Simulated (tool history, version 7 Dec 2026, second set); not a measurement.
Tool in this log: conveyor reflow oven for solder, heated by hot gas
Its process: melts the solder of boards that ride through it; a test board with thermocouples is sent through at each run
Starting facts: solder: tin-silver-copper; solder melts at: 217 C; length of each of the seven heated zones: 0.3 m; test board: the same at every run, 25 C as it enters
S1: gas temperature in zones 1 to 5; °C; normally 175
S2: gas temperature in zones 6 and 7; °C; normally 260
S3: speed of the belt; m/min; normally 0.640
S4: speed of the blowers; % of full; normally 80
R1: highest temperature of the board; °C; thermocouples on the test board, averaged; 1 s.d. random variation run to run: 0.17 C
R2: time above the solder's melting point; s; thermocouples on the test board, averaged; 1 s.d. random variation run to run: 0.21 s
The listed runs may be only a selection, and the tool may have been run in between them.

Run 1, hour 0.0: usual settings. Result: R1 246.5 °C, R2 39.1 s.
At hour 13.3: thermocouples of zones 6 and 7 changed.
Run 2, hour 33.3: usual settings. Result: R1 244.8 °C, R2 37.9 s.
At hour 70.4: flux residue cleaned out of gas plates and filters.
Run 3, hour 86.6: usual settings but S4 79 % of full. Result: R1 243.9 °C, R2 37.1 s.
Run 4, hour 114.4: usual settings but S2 256 °C, S4 79 % of full. Result: R1 240.3 °C, R2 34.3 s.
Run 5, hour 163.5: usual settings but S1 178 °C, S2 256 °C, S4 79 % of full. Result: R1 240.7 °C, R2 35.5 s.
Run 6, hour 192.1: usual settings. Result: R1 243.5 °C, R2 36.8 s.
At hour 230.5: flux residue cleaned out of gas plates and filters, once more.
Run 7, hour 241.1: usual settings. Result: R1 246.0 °C, R2 39.3 s.
Run 8, hour 299.8: usual settings but S2 265 °C. Result: R1 250.3 °C, R2 41.6 s.
Run 9, hour 328.6: usual settings but S3 0.513 m/min. Result: R1 251.2 °C, R2 54.3 s.
Run 10, hour 366.1: usual settings but S3 0.513 m/min. Result: R1 251.6 °C, R2 54.2 s.
Run 11, hour 413.2: usual settings but S3 0.513 m/min. Result: R1 251.2 °C, R2 54.4 s.
Run 12, hour 473.0: usual settings but S2 249 °C. Result: R1 236.0 °C, R2 31.5 s.
At hour 521.5: flux residue cleaned out of gas plates and filters.
Run 13, hour 541.3: usual settings but S2 249 °C. Result: R1 237.2 °C, R2 32.9 s.
Run 14, hour 580.1: usual settings but S3 0.568 m/min. Result: R1 249.7 °C, R2 47.4 s.
Run 15, hour 619.8: usual settings but S3 0.568 m/min. Result: R1 249.5 °C, R2 47.4 s.
Run 16, hour 671.5: usual settings but S1 171 °C, S2 262 °C, S3 0.568 m/min, S4 68 % of full. Result: R1 248.3 °C, R2 45.1 s.
Run 17, hour 727.7: usual settings but S1 171 °C, S2 262 °C, S3 0.627 m/min, S4 76 % of full. Result: R1 247.1 °C, R2 39.4 s.
Run 18, hour 790.3: usual settings but S1 182 °C, S2 262 °C, S3 0.627 m/min, S4 76 % of full. Result: R1 248.7 °C, R2 44.2 s.
At hour 812.6: flux residue cleaned out of gas plates and filters.
Run 19, hour 832.5: usual settings but S2 255 °C. Result: R1 242.7 °C, R2 37.8 s.
Run 20, hour 859.7: usual settings but S4 65 % of full. Result: R1 243.6 °C, R2 36.6 s.
Run 21, hour 892.0: usual settings but S1 189 °C, S2 264 °C, S3 0.688 m/min, S4 90 % of full. Result: R1 252.5 °C, R2 44.2 s.
Run 22, hour 943.3: usual settings but S1 189 °C, S2 264 °C, S3 0.688 m/min, S4 90 % of full. Result: R1 252.1 °C, R2 44.1 s.
Run 23, hour 989.8: usual settings but S3 0.533 m/min, S4 78 % of full. Result: R1 251.0 °C, R2 52.1 s.
Run 24, hour 1045.7: usual settings but S2 264 °C, S3 0.668 m/min, S4 71 % of full. Result: R1 246.5 °C, R2 37.1 s.
Run 25, hour 1082.8: usual settings but S3 0.715 m/min, S4 60 % of full. Result: R1 237.7 °C, R2 27.4 s.
At hour 1105.2: flux residue cleaned out of gas plates and filters.
Run 26, hour 1132.3: usual settings but S3 0.573 m/min, S4 64 % of full. Result: R1 247.4 °C, R2 45.2 s.
Run 27, hour 1194.1: usual settings but S1 183 °C, S4 76 % of full. Result: R1 248.1 °C, R2 42.8 s.
Run 28, hour 1256.1: usual settings but S1 183 °C, S2 249 °C, S3 0.530 m/min, S4 69 % of full. Result: R1 241.7 °C, R2 48.8 s.
At hour 1308.6: thermocouples of zones 6 and 7 changed.
Run 29, hour 1317.6: usual settings but S1 167 °C, S2 249 °C, S3 0.579 m/min, S4 79 % of full. Result: R1 236.8 °C, R2 35.2 s.

3 ways to go on from here, each from the tool as it stands after run 29. What would each give?
Run A, hour 1354.9: usual settings but S2 261 °C, S3 0.671 m/min. Result: R1 ?, R2 ?.
Run B, hour 1354.9: usual settings but S1 161 °C, S2 264 °C. Result: R1 ?, R2 ?.
Run C, hour 1354.9: usual settings but S1 171 °C, S2 258 °C, S3 0.579 m/min, S4 77 % of full. Result: R1 ?, R2 ?.

run     R1    R2
  A  244.9  36.1
  B  246.2  36.1
  C  245.2  42.9
What these runs would have given with no unlogged condition in the tool:
run     R1    R2
  A  245.0  35.5
  B  246.4  35.5
  C  245.2  42.2

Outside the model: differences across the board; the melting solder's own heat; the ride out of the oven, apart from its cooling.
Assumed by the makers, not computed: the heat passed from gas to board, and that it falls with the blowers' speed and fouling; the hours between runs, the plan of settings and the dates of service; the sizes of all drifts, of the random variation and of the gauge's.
